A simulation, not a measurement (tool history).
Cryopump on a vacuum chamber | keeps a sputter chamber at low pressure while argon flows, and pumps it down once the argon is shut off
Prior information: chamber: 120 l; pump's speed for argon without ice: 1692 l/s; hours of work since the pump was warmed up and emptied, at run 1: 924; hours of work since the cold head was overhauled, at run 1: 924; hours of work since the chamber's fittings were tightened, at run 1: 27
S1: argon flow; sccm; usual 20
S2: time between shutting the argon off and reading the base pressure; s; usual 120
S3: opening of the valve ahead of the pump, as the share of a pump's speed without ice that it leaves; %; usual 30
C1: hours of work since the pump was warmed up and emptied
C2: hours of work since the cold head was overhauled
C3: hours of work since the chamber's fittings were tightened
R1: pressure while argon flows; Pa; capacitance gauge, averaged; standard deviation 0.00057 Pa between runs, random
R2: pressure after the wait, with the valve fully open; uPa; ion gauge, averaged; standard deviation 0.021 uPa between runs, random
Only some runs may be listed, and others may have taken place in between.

| run | day | S1 | S2 | S3 | C1 | C2 | C3 | R1 | R2 |
|---|---|---|---|---|---|---|---|---|---|
| 1 | 0.000 | 20 | 120 | 30 | 924 | 924 | 27 | 0.0731 | 0.64 |
| 2 | 1.988 | 20 | 75 | 30 | 945 | 945 | 48 | 0.0747 | 0.85 |
| 3 | 4.096 | 20 | 75 | 30 | 967 | 967 | 70 | 0.0756 | 0.86 |
| 4 | 6.162 | 20 | 75 | 30 | 989 | 989 | 92 | 0.0751 | 0.89 |
|  | 7.771 | pump warmed up, emptied and cooled again |
| 5 | 8.079 | 33 | 120 | 30 | 3 | 1007 | 110 | 0.1100 | 0.60 |
| 6 | 10.892 | 33 | 120 | 30 | 33 | 1037 | 139 | 0.1124 | 0.56 |
| 7 | 13.762 | 17 | 120 | 30 | 63 | 1067 | 169 | 0.0583 | 0.63 |
| 8 | 16.633 | 17 | 120 | 30 | 93 | 1097 | 200 | 0.0582 | 0.65 |
| 9 | 18.829 | 17 | 120 | 30 | 116 | 1120 | 223 | 0.0573 | 0.65 |
| 10 | 20.392 | 20 | 120 | 30 | 133 | 1137 | 239 | 0.0676 | 0.64 |
| 11 | 22.996 | 20 | 120 | 30 | 160 | 1164 | 267 | 0.0680 | 0.63 |
| 12 | 25.129 | 20 | 120 | 30 | 183 | 1187 | 289 | 0.0677 | 0.67 |
| 13 | 26.679 | 20 | 120 | 30 | 199 | 1203 | 305 | 0.0682 | 0.70 |
| 14 | 28.617 | 20 | 262 | 30 | 219 | 1223 | 326 | 0.0689 | 0.51 |
| 15 | 31.125 | 20 | 120 | 30 | 246 | 1250 | 352 | 0.0678 | 0.69 |
| 16 | 34.292 | 20 | 165 | 30 | 279 | 1283 | 386 | 0.0695 | 0.67 |
| 17 | 35.946 | 13 | 165 | 30 | 297 | 1301 | 403 | 0.0439 | 0.65 |
| 18 | 37.571 | 17 | 120 | 59 | 314 | 1318 | 420 | 0.0312 | 0.76 |
| 19 | 38.942 | 17 | 120 | 59 | 328 | 1332 | 435 | 0.0315 | 0.73 |
| 20 | 41.679 | 34 | 120 | 36 | 357 | 1361 | 463 | 0.0992 | 0.76 |
| 21 | 44.542 | 20 | 86 | 23 | 387 | 1391 | 493 | 0.0897 | 0.95 |
| 22 | 46.283 | 20 | 86 | 23 | 405 | 1409 | 512 | 0.0899 | 0.91 |
| 23 | 48.821 | 20 | 120 | 40 | 432 | 1436 | 538 | 0.0532 | 0.82 |
| 24 | 51.275 | 20 | 120 | 40 | 458 | 1462 | 564 | 0.0534 | 0.88 |
| 25 | 53.646 | 20 | 120 | 40 | 483 | 1487 | 589 | 0.0535 | 0.88 |
| 26 | 55.092 | 20 | 120 | 40 | 498 | 1502 | 605 | 0.0538 | 0.86 |
| 27 | 56.508 | 20 | 120 | 40 | 513 | 1517 | 619 | 0.0549 | 0.85 |
| 28 | 57.946 | 28 | 207 | 40 | 528 | 1532 | 635 | 0.0762 | 0.71 |
| 29 | 60.392 | 28 | 207 | 40 | 554 | 1558 | 660 | 0.0761 | 0.77 |
| 30 | 63.225 | 28 | 207 | 40 | 584 | 1588 | 690 | 0.0761 | 0.78 |
| 31 | 65.325 | 30 | 120 | 33 | 606 | 1610 | 712 | 0.0979 | 0.97 |
| 32 | 67.612 | 37 | 63 | 34 | 630 | 1634 | 736 | 0.1171 | 1.21 |
| 33 | 70.529 | 20 | 120 | 30 | 661 | 1665 | 767 | 0.0714 | 0.97 |

4 options for the next run, each taken on its own from the tool as it stands now. Forecast them:
| A | 72.950 | 20 | 95 | 20 | 686 | 1690 | 793 | ? | ? |
| B | 72.950 | 17 | 208 | 30 | 686 | 1690 | 793 | ? | ? |
| C | 72.950 | 31 | 87 | 30 | 686 | 1690 | 793 | ? | ? |
| D | 72.950 | 20 | 100 | 44 | 686 | 1690 | 793 | ? | ? |

| run | R1 | R2 |
|---|---|---|
| A | 0.1054 | 1.09 |
| B | 0.0610 | 0.86 |
| C | 0.1128 | 1.09 |
| D | 0.0508 | 1.09 |
Without the tool's hidden state the same runs would have given:
| run | R1 | R2 |
|---|---|---|
| A | 0.0997 | 0.59 |
| B | 0.0562 | 0.37 |
| C | 0.1039 | 0.61 |
| D | 0.0452 | 0.60 |
